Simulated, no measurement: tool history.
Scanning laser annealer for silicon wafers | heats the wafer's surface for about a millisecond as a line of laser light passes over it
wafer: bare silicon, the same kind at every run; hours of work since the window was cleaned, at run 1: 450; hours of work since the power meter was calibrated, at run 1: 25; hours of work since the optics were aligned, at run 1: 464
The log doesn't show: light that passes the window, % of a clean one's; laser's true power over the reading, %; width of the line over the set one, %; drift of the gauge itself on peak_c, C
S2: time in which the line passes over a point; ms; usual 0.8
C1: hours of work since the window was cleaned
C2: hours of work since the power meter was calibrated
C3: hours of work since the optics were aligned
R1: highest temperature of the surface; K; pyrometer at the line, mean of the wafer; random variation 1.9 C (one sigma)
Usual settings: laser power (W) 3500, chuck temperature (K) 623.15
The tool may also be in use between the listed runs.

{"run": 1, "hour": 0.0, "laser power (W)": 3500, "S2": 0.8, "chuck temperature (K)": 623.15, "C1": 450, "C2": 25, "C3": 464, "R1": 1347.15}
{"run": 2, "hour": 24.5, "laser power (W)": 3500, "S2": 0.8, "chuck temperature (K)": 623.15, "C1": 460, "C2": 36, "C3": 475, "R1": 1342.15}
{"run": 3, "hour": 40.2, "laser power (W)": 3500, "S2": 0.891, "chuck temperature (K)": 623.15, "C1": 467, "C2": 42, "C3": 482, "R1": 1389.15}
{"run": 4, "hour": 67.7, "laser power (W)": 3500, "S2": 0.891, "chuck temperature (K)": 662.15, "C1": 479, "C2": 54, "C3": 493, "R1": 1430.15}
{"run": 5, "hour": 89.8, "laser power (W)": 3500, "S2": 0.891, "chuck temperature (K)": 662.15, "C1": 488, "C2": 64, "C3": 503, "R1": 1430.15}
{"run": 6, "hour": 101.9, "laser power (W)": 3500, "S2": 0.589, "chuck temperature (K)": 623.15, "C1": 494, "C2": 69, "C3": 508, "R1": 1219.15}
{"run": 7, "hour": 122.0, "laser power (W)": 3500, "S2": 0.589, "chuck temperature (K)": 623.15, "C1": 502, "C2": 77, "C3": 517, "R1": 1221.15}
{"run": 8, "hour": 137.7, "laser power (W)": 3500, "S2": 0.589, "chuck temperature (K)": 623.15, "C1": 509, "C2": 84, "C3": 523, "R1": 1217.15}
{"run": 9, "hour": 149.2, "laser power (W)": 3500, "S2": 0.661, "chuck temperature (K)": 623.15, "C1": 514, "C2": 89, "C3": 528, "R1": 1260.15}
{"run": 10, "hour": 176.9, "laser power (W)": 3500, "S2": 0.661, "chuck temperature (K)": 623.15, "C1": 526, "C2": 101, "C3": 540, "R1": 1260.15}
{"run": 11, "hour": 200.7, "laser power (W)": 3753, "S2": 0.8, "chuck temperature (K)": 623.15, "C1": 536, "C2": 111, "C3": 550, "R1": 1395.15}
{"hour": 205.7, "done": "laser's power meter calibrated"}
{"run": 12, "hour": 220.0, "laser power (W)": 3500, "S2": 0.8, "chuck temperature (K)": 623.15, "C1": 543, "C2": 6, "C3": 557, "R1": 1336.15}
{"run": 13, "hour": 241.6, "laser power (W)": 3500, "S2": 0.8, "chuck temperature (K)": 623.15, "C1": 552, "C2": 15, "C3": 567, "R1": 1334.15}
{"run": 14, "hour": 258.2, "laser power (W)": 3500, "S2": 0.8, "chuck temperature (K)": 623.15, "C1": 559, "C2": 23, "C3": 574, "R1": 1333.15}
{"run": 15, "hour": 277.4, "laser power (W)": 3414, "S2": 0.8, "chuck temperature (K)": 623.15, "C1": 568, "C2": 31, "C3": 582, "R1": 1313.15}
{"run": 16, "hour": 290.4, "laser power (W)": 3414, "S2": 0.8, "chuck temperature (K)": 623.15, "C1": 573, "C2": 36, "C3": 588, "R1": 1310.15}
{"run": 17, "hour": 311.0, "laser power (W)": 3281, "S2": 0.873, "chuck temperature (K)": 611.15, "C1": 582, "C2": 45, "C3": 596, "R1": 1308.15}
{"hour": 322.3, "done": "window over the wafer cleaned"}
{"hour": 333.3, "done": "laser's power meter calibrated, once more"}
{"run": 18, "hour": 343.1, "laser power (W)": 3281, "S2": 0.59, "chuck temperature (K)": 625.15, "C1": 8, "C2": 4, "C3": 608, "R1": 1197.15}
{"run": 19, "hour": 364.9, "laser power (W)": 3191, "S2": 0.997, "chuck temperature (K)": 627.15, "C1": 17, "C2": 14, "C3": 617, "R1": 1388.15}
{"run": 20, "hour": 387.8, "laser power (W)": 3191, "S2": 0.997, "chuck temperature (K)": 627.15, "C1": 27, "C2": 23, "C3": 627, "R1": 1388.15}
{"run": 21, "hour": 406.6, "laser power (W)": 3191, "S2": 0.997, "chuck temperature (K)": 627.15, "C1": 35, "C2": 31, "C3": 635, "R1": 1385.15}
{"run": 22, "hour": 427.9, "laser power (W)": 3191, "S2": 0.997, "chuck temperature (K)": 627.15, "C1": 44, "C2": 41, "C3": 644, "R1": 1387.15}
{"run": 23, "hour": 448.2, "laser power (W)": 3784, "S2": 0.873, "chuck temperature (K)": 627.15, "C1": 53, "C2": 49, "C3": 653, "R1": 1476.15}
{"run": 24, "hour": 460.1, "laser power (W)": 3784, "S2": 0.873, "chuck temperature (K)": 627.15, "C1": 58, "C2": 54, "C3": 658, "R1": 1476.15}
{"run": 25, "hour": 487.3, "laser power (W)": 3500, "S2": 0.881, "chuck temperature (K)": 587.15, "C1": 69, "C2": 66, "C3": 670, "R1": 1368.15}
{"run": 26, "hour": 511.6, "laser power (W)": 3782, "S2": 0.743, "chuck temperature (K)": 602.15, "C1": 80, "C2": 76, "C3": 680, "R1": 1368.15}
{"run": 27, "hour": 530.9, "laser power (W)": 3841, "S2": 0.726, "chuck temperature (K)": 610.15, "C1": 88, "C2": 85, "C3": 689, "R1": 1382.15}

The next listed run, before its measurement:
{"run": 28, "hour": 557.7, "laser power (W)": 3384, "S2": 0.73, "chuck temperature (K)": 600.15, "C1": 100, "C2": 96, "C3": 700, "R1": "?"}

{"run 28": {"R1": 1264.15}}
Without the tool's hidden state the same run would have given R1 1285.15 K.
